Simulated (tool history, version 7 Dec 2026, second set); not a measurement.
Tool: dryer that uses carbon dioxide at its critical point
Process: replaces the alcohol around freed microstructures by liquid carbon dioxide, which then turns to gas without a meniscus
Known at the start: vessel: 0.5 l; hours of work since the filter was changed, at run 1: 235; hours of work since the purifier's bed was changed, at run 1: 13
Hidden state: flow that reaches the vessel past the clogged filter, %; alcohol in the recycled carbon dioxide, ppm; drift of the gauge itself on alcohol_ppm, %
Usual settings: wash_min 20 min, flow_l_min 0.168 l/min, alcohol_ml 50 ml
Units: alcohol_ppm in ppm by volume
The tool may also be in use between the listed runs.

run	hour	wash_min	flow_l_min	alcohol_ml	hours of work since the filter was changed	hours of work since the purifier's bed was changed	alcohol_ppm
1	0	20	0.168	50	235	13	722
2	24.7	20	0.168	24	250	27	372
3	42.2	20	0.168	24	261	38	367
4	64.4	20	0.168	24	274	51	395
5	87.4	20	0.168	24	288	65	405
6	105.3	13	0.168	50	299	76	4139
7	116	13	0.168	50	305	82	4277
8	135.1	13	0.208	50	317	94	2033
9	149.2	20	0.168	50	325	102	859
10	170.6	20	0.168	69	338	115	1167
11	190.6	20	0.168	50	350	127	887
12	213.8	20	0.168	50	364	141	908
13	230.1	20	0.168	50	374	151	904
14	252.6	20	0.168	50	387	165	943
15	263.4	20	0.168	50	394	171	964
16	279	20	0.168	50	403	180	955
17	300.9	20	0.168	50	416	194	983
18	322.3	20	0.168	50	429	206	994
# hour 326: inlet filter changed
19	336.2	20	0.168	50	6	214	626
20	357.1	20	0.168	50	19	227	636
21	374	20	0.168	50	29	237	639
22	398.5	13	0.168	50	44	252	3542
23	411.2	13	0.168	50	51	259	3630
24	434.1	29	0.152	61	65	273	247
25	447.3	29	0.152	21	73	281	141

Run 26 comes next. What will it give?
26	466.2	25	0.229	50	84	292	?

Run 26 gave alcohol_ppm 120 ppm by volume.
Without the tool's hidden state the same run would have given alcohol_ppm 23 ppm by volume.
